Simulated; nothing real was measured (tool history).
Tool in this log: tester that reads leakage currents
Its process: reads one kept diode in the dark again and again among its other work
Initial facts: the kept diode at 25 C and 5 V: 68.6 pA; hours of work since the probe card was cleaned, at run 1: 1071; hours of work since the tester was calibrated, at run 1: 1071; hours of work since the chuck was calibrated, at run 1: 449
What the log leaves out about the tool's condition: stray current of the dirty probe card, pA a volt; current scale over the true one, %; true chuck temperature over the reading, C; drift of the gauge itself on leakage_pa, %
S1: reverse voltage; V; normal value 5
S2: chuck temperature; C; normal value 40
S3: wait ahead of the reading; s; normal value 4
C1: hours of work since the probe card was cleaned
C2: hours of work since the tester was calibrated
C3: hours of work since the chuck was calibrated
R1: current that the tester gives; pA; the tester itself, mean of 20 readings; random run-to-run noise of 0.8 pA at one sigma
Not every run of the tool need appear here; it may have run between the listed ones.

run,day,S1,S2,S3,C1,C2,C3,R1
1,0,5,40,4,1071,1071,449,282.92
2,6.233,5,40,4,1161,1161,538,283.74
3,11.75,5,40,4,1239,1239,617,285.66
4,17.308,5,47,4,1319,1319,697,516.93
5,21.012,5,47,4,1372,1372,750,518.73
6,28.75,5,47,4,1482,1482,860,523.71
# day 30.621: chuck's temperature calibrated
7,32.829,5,40,4,1540,1540,32,275.42
8,36.417,5,40,4,1591,1591,83,275.41
9,42.879,5,40,4,1683,1683,175,277.4
10,50.483,5,43,4,1792,1792,284,362.03
11,57.229,5,40,4,1888,1888,380,284.89
12,61.888,5,40,4,1955,1955,447,284.52
13,69.442,5,40,8.35,2063,2063,555,289.06
14,73.383,8.5,40,8.35,2119,2119,611,355.74
15,81.017,1.37,40,4,2228,2228,720,181.83
16,88.333,4.12,23,0.32,2333,2333,825,66.54
# day 92.842: chuck's temperature calibrated
17,96.517,4.12,23,0.32,2449,2449,53,61.08
18,102.646,3.39,56,3.96,2536,2536,140,870.88
19,109.7,1.08,40,1.29,2637,2637,241,157
20,114.162,10.37,27,1.29,2701,2701,305,123.95
# day 114.746: probe card cleaned and baked
21,121.792,10.37,43,0.72,101,2808,412,483.22
22,129.754,10.37,43,0.72,215,2922,526,489.24
23,137.008,10.37,43,0.72,318,3026,630,491.79
24,142.075,1.79,34,0.72,391,3098,702,118.91
# day 144.879: probe card cleaned and baked, once more
25,146.562,8.54,25,0.87,24,3161,764,93.99
26,150.65,7.94,24,4,82,3219,823,81.34
# day 154.967: chuck's temperature calibrated
27,155.1,7.94,24,4,145,3281,2,74.15
28,161.483,7.94,24,4,236,3373,93,75.63
29,167.842,7.94,24,4,327,3464,184,76.2

Branching from run 29: 4 alternative next runs. What would each branch give?
A,171.404,19.24,32,0.91,378,3514,235,?
B,171.404,6.95,32,1.14,378,3514,235,?
C,171.404,1.99,42,4,378,3514,235,?
D,171.404,5,44,0.72,378,3514,235,?

run,R1
A,229.04
B,154.27
C,229.32
D,381.37
The same runs, with their run-to-run variation unchanged, on a tool lacking any hidden condition would have given:
run,R1
A,223.69
B,151.39
C,226.46
D,376.57
